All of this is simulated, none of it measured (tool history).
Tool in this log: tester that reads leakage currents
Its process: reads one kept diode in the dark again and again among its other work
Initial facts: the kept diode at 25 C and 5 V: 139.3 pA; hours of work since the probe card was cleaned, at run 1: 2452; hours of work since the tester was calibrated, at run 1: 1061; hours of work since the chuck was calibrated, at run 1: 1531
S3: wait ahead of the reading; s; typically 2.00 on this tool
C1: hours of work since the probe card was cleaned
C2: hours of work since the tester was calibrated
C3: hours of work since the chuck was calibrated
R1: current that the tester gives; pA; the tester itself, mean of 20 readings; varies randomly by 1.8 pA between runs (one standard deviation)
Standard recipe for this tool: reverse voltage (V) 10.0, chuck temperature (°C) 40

run 1 hour=0.0 | reverse_voltage_(V)=10.0 chuck_temperature_(°C)=40 S3=2.00 | C1=2452 C2=1061 C3=1531 | R1=654.41
run 2 hour=29.3 | reverse_voltage_(V)=10.0 chuck_temperature_(°C)=40 S3=2.00 | C1=2467 C2=1076 C3=1545 | R1=651.20
run 3 hour=52.5 | reverse_voltage_(V)=10.0 chuck_temperature_(°C)=40 S3=2.00 | C1=2478 C2=1087 C3=1557 | R1=654.62
run 4 hour=78.4 | reverse_voltage_(V)=10.0 chuck_temperature_(°C)=40 S3=2.00 | C1=2491 C2=1100 C3=1570 | R1=655.18
run 5 hour=117.6 | reverse_voltage_(V)=10.0 chuck_temperature_(°C)=40 S3=2.00 | C1=2511 C2=1120 C3=1590 | R1=654.45
run 6 hour=150.8 | reverse_voltage_(V)=10.0 chuck_temperature_(°C)=40 S3=2.00 | C1=2527 C2=1137 C3=1606 | R1=653.35
run 7 hour=188.2 | reverse_voltage_(V)=10.0 chuck_temperature_(°C)=40 S3=6.17 | C1=2546 C2=1155 C3=1625 | R1=658.37
run 8 hour=242.3 | reverse_voltage_(V)=10.0 chuck_temperature_(°C)=40 S3=2.00 | C1=2573 C2=1182 C3=1652 | R1=654.34
run 9 hour=285.7 | reverse_voltage_(V)=10.0 chuck_temperature_(°C)=40 S3=2.00 | C1=2595 C2=1204 C3=1674 | R1=658.56
run 10 hour=325.9 | reverse_voltage_(V)=1.6 chuck_temperature_(°C)=40 S3=2.00 | C1=2615 C2=1224 C3=1694 | R1=229.42
run 11 hour=362.1 | reverse_voltage_(V)=1.6 chuck_temperature_(°C)=40 S3=2.00 | C1=2633 C2=1242 C3=1712 | R1=230.89
run 12 hour=404.6 | reverse_voltage_(V)=10.0 chuck_temperature_(°C)=40 S3=0.60 | C1=2654 C2=1264 C3=1733 | R1=660.14
run 13 hour=427.6 | reverse_voltage_(V)=10.0 chuck_temperature_(°C)=40 S3=0.60 | C1=2666 C2=1275 C3=1744 | R1=657.91
run 14 hour=479.1 | reverse_voltage_(V)=10.0 chuck_temperature_(°C)=40 S3=0.60 | C1=2692 C2=1301 C3=1770 | R1=663.04
run 15 hour=519.2 | reverse_voltage_(V)=10.0 chuck_temperature_(°C)=33 S3=2.00 | C1=2712 C2=1321 C3=1790 | R1=419.87
run 16 hour=552.6 | reverse_voltage_(V)=10.0 chuck_temperature_(°C)=33 S3=2.00 | C1=2728 C2=1337 C3=1807 | R1=416.46
run 17 hour=578.5 | reverse_voltage_(V)=10.0 chuck_temperature_(°C)=33 S3=2.00 | C1=2741 C2=1350 C3=1820 | R1=419.24
run 18 hour=601.3 | reverse_voltage_(V)=10.0 chuck_temperature_(°C)=33 S3=2.00 | C1=2753 C2=1362 C3=1831 | R1=416.49
run 19 hour=646.0 | reverse_voltage_(V)=10.0 chuck_temperature_(°C)=33 S3=2.00 | C1=2775 C2=1384 C3=1854 | R1=419.28
run 20 hour=684.4 | reverse_voltage_(V)=10.0 chuck_temperature_(°C)=58 S3=2.00 | C1=2794 C2=1403 C3=1873 | R1=2031.35
run 21 hour=716.4 | reverse_voltage_(V)=18.1 chuck_temperature_(°C)=56 S3=9.05 | C1=2810 C2=1419 C3=1889 | R1=2539.79
run 22 hour=748.9 | reverse_voltage_(V)=4.0 chuck_temperature_(°C)=28 S3=2.00 | C1=2826 C2=1436 C3=1905 | R1=174.27
run 23 hour=804.2 | reverse_voltage_(V)=14.8 chuck_temperature_(°C)=40 S3=2.58 | C1=2854 C2=1463 C3=1933 | R1=833.69
run 24 hour=846.0 | reverse_voltage_(V)=10.0 chuck_temperature_(°C)=40 S3=2.85 | C1=2875 C2=1484 C3=1954 | R1=666.42
run 25 hour=883.9 | reverse_voltage_(V)=10.0 chuck_temperature_(°C)=40 S3=0.82 | C1=2894 C2=1503 C3=1973 | R1=667.71
run 26 hour=911.2 | reverse_voltage_(V)=1.7 chuck_temperature_(°C)=40 S3=2.00 | C1=2908 C2=1517 C3=1986 | R1=240.68
run 27 hour=937.1 | reverse_voltage_(V)=6.0 chuck_temperature_(°C)=40 S3=4.69 | C1=2921 C2=1530 C3=1999 | R1=498.04
run 28 hour=985.6 | reverse_voltage_(V)=1.2 chuck_temperature_(°C)=30 S3=0.64 | C1=2945 C2=1554 C3=2023 | R1=100.83
run 29 hour=1029.0 | reverse_voltage_(V)=1.7 chuck_temperature_(°C)=33 S3=0.97 | C1=2966 C2=1576 C3=2045 | R1=150.68
run 30 hour=1082.7 | reverse_voltage_(V)=1.7 chuck_temperature_(°C)=33 S3=0.97 | C1=2993 C2=1602 C3=2072 | R1=150.62
run 31 hour=1109.6 | reverse_voltage_(V)=1.7 chuck_temperature_(°C)=33 S3=0.97 | C1=3007 C2=1616 C3=2085 | R1=150.65
run 32 hour=1141.8 | reverse_voltage_(V)=13.3 chuck_temperature_(°C)=29 S3=0.65 | C1=3023 C2=1632 C3=2102 | R1=386.26
run 33 hour=1177.4 | reverse_voltage_(V)=1.9 chuck_temperature_(°C)=45 S3=6.58 | C1=3041 C2=1650 C3=2119 | R1=357.39
run 34 hour=1230.0 | reverse_voltage_(V)=17.2 chuck_temperature_(°C)=45 S3=0.37 | C1=3067 C2=1676 C3=2146 | R1=1266.41
-- hour=1244.2 chuck's temperature calibrated
run 35 hour=1258.7 | reverse_voltage_(V)=17.2 chuck_temperature_(°C)=29 S3=0.60 | C1=3080 C2=1689 C3=7 | R1=416.12
run 36 hour=1310.7 | reverse_voltage_(V)=10.0 chuck_temperature_(°C)=40 S3=0.69 | C1=3106 C2=1715 C3=33 | R1=617.74
run 37 hour=1337.6 | reverse_voltage_(V)=10.0 chuck_temperature_(°C)=58 S3=0.65 | C1=3120 C2=1729 C3=47 | R1=1903.66
run 38 hour=1371.6 | reverse_voltage_(V)=10.4 chuck_temperature_(°C)=39 S3=0.65 | C1=3137 C2=1746 C3=64 | R1=593.33
run 39 hour=1407.2 | reverse_voltage_(V)=10.4 chuck_temperature_(°C)=39 S3=0.65 | C1=3155 C2=1764 C3=81 | R1=592.70
run 40 hour=1438.6 | reverse_voltage_(V)=10.0 chuck_temperature_(°C)=40 S3=3.14 | C1=3170 C2=1779 C3=97 | R1=620.85

How would selected steps in R1 from run to run divide? Give the signed amount a tool lacking its hidden state would still show from settings, what came in and random variation, and the signed amount left for the hidden state, including any gauge scatter that is not in both of the compared results.
Hidden conditions of the tool in this case: stray current of the dirty probe card, pA a volt; current scale over the true one, %; true chuck temperature over the reading, C; drift of the gauge itself on leakage_pa, %.
Run 19 -> 20: chuck temperature (°C) 33 -> 58. R1 +1612.07 pA: hidden state +89.26, all else +1522.81.
Run 21 -> 22: reverse voltage (V) 18.1 -> 4.0, chuck temperature (°C) 56 -> 28, S3 9.05 -> 2.00. R1 -2365.52 pA: hidden state -167.91, all else -2197.61.
Run 33 -> 34: reverse voltage (V) 1.9 -> 17.2, S3 6.58 -> 0.37. R1 +909.02 pA: hidden state +100.20, all else +808.82.
Run 34 -> 35: chuck temperature (°C) 45 -> 29, S3 0.37 -> 0.60, chuck's temperature calibrated. R1 -850.29 pA: hidden state -90.87, all else -759.42.
Run 37 -> 38: reverse voltage (V) 10.0 -> 10.4, chuck temperature (°C) 58 -> 39. R1 -1310.33 pA: hidden state +14.82, all else -1325.15.
